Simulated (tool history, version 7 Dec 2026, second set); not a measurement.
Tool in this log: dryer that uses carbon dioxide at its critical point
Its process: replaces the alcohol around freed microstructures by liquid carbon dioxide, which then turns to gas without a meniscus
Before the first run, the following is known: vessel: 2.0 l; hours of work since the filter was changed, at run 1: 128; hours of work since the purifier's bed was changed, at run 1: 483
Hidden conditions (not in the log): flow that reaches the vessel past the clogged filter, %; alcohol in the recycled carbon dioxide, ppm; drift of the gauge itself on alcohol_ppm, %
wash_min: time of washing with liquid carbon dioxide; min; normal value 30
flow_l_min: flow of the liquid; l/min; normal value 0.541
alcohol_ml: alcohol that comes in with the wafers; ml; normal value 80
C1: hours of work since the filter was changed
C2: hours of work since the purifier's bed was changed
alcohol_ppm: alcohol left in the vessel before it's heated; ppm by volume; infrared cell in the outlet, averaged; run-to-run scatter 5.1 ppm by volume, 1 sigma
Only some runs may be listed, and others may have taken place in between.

{"run": 1, "hour": 0.0, "wash_min": 30, "flow_l_min": 0.541, "alcohol_ml": 80, "C1": 128, "C2": 483, "alcohol_ppm": 132}
{"run": 2, "hour": 55.1, "wash_min": 30, "flow_l_min": 0.743, "alcohol_ml": 80, "C1": 149, "C2": 504, "alcohol_ppm": 60}
{"run": 3, "hour": 93.5, "wash_min": 39, "flow_l_min": 0.541, "alcohol_ml": 80, "C1": 164, "C2": 519, "alcohol_ppm": 70}
{"run": 4, "hour": 121.1, "wash_min": 39, "flow_l_min": 0.541, "alcohol_ml": 80, "C1": 174, "C2": 530, "alcohol_ppm": 71}
{"run": 5, "hour": 160.5, "wash_min": 39, "flow_l_min": 0.541, "alcohol_ml": 80, "C1": 189, "C2": 545, "alcohol_ppm": 70}
{"run": 6, "hour": 197.3, "wash_min": 39, "flow_l_min": 0.541, "alcohol_ml": 80, "C1": 204, "C2": 559, "alcohol_ppm": 66}
{"run": 7, "hour": 252.1, "wash_min": 39, "flow_l_min": 0.541, "alcohol_ml": 80, "C1": 225, "C2": 580, "alcohol_ppm": 70}
{"run": 8, "hour": 310.1, "wash_min": 39, "flow_l_min": 0.541, "alcohol_ml": 80, "C1": 247, "C2": 603, "alcohol_ppm": 82}
{"run": 9, "hour": 367.1, "wash_min": 39, "flow_l_min": 0.541, "alcohol_ml": 80, "C1": 269, "C2": 625, "alcohol_ppm": 83}
{"run": 10, "hour": 393.1, "wash_min": 21, "flow_l_min": 0.809, "alcohol_ml": 37, "C1": 279, "C2": 635, "alcohol_ppm": 104}
{"run": 11, "hour": 446.2, "wash_min": 48, "flow_l_min": 0.498, "alcohol_ml": 63, "C1": 299, "C2": 655, "alcohol_ppm": 78}
{"run": 12, "hour": 495.9, "wash_min": 48, "flow_l_min": 0.412, "alcohol_ml": 75, "C1": 319, "C2": 674, "alcohol_ppm": 107}
{"run": 13, "hour": 559.4, "wash_min": 28, "flow_l_min": 0.412, "alcohol_ml": 24, "C1": 343, "C2": 699, "alcohol_ppm": 279}
{"run": 14, "hour": 587.5, "wash_min": 45, "flow_l_min": 0.658, "alcohol_ml": 80, "C1": 354, "C2": 709, "alcohol_ppm": 75}
{"run": 15, "hour": 632.6, "wash_min": 45, "flow_l_min": 0.339, "alcohol_ml": 80, "C1": 371, "C2": 727, "alcohol_ppm": 263}
{"run": 16, "hour": 684.6, "wash_min": 29, "flow_l_min": 0.712, "alcohol_ml": 80, "C1": 391, "C2": 747, "alcohol_ppm": 98}
{"run": 17, "hour": 720.9, "wash_min": 30, "flow_l_min": 0.448, "alcohol_ml": 28, "C1": 405, "C2": 761, "alcohol_ppm": 217}
{"run": 18, "hour": 774.5, "wash_min": 30, "flow_l_min": 0.59, "alcohol_ml": 80, "C1": 426, "C2": 781, "alcohol_ppm": 161}

Forecast each of these 3 alternatives for the next run:
{"run": "A", "hour": 804.9, "wash_min": 35, "flow_l_min": 0.402, "alcohol_ml": 99, "C1": 438, "C2": 793, "alcohol_ppm": "?"}
{"run": "B", "hour": 804.9, "wash_min": 18, "flow_l_min": 0.914, "alcohol_ml": 78, "C1": 438, "C2": 793, "alcohol_ppm": "?"}
{"run": "C", "hour": 804.9, "wash_min": 23, "flow_l_min": 0.541, "alcohol_ml": 80, "C1": 438, "C2": 793, "alcohol_ppm": "?"}

run=A alcohol_ppm=482
run=B alcohol_ppm=221
run=C alcohol_ppm=678
Had the tool no hidden state, the same runs would have come out as:
run=A alcohol_ppm=174
run=B alcohol_ppm=47
run=C alcohol_ppm=278
